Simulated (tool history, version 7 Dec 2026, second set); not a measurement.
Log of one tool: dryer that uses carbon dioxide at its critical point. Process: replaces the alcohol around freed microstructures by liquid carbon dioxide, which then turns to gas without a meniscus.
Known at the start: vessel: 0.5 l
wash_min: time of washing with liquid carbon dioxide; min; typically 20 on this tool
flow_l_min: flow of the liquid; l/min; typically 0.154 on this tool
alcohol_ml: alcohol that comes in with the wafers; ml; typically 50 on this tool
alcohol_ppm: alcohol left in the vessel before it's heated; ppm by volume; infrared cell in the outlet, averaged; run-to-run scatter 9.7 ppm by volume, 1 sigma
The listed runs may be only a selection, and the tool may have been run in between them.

run	day	wash_min	flow_l_min	alcohol_ml	alcohol_ppm
1	0	20	0.154	50	588
2	1.167	20	0.154	50	604
3	1.954	20	0.154	50	631
4	2.788	20	0.154	50	621
5	4.675	20	0.154	111	1448
6	5.662	20	0.146	111	2022
7	7.562	20	0.146	111	2139
8	9.262	20	0.154	50	814
9	10.138	20	0.154	50	805
10	11.846	20	0.101	50	4914
11	12.717	20	0.139	84	2388
12	13.933	20	0.139	84	2463
13	15.304	20	0.139	84	2671
14	16.192	15	0.139	21	2001
15	17.462	26	0.13	64	930
16	19.388	26	0.13	64	1017
17	20.946	26	0.13	64	1066

Each row is a separate what-if for the run after 17, all from the same tool condition, not one after another. Results?
A	22.05	26	0.13	34	?
B	22.05	12	0.094	36	?
C	22.05	19	0.153	64	?
D	22.05	26	0.219	64	?

run	alcohol_ppm
A	621
B	15327
C	1983
D	61
Take away the tool's hidden state, keep each run's random variation, and the runs would have read:
run	alcohol_ppm
A	253
B	11624
C	930
D	0
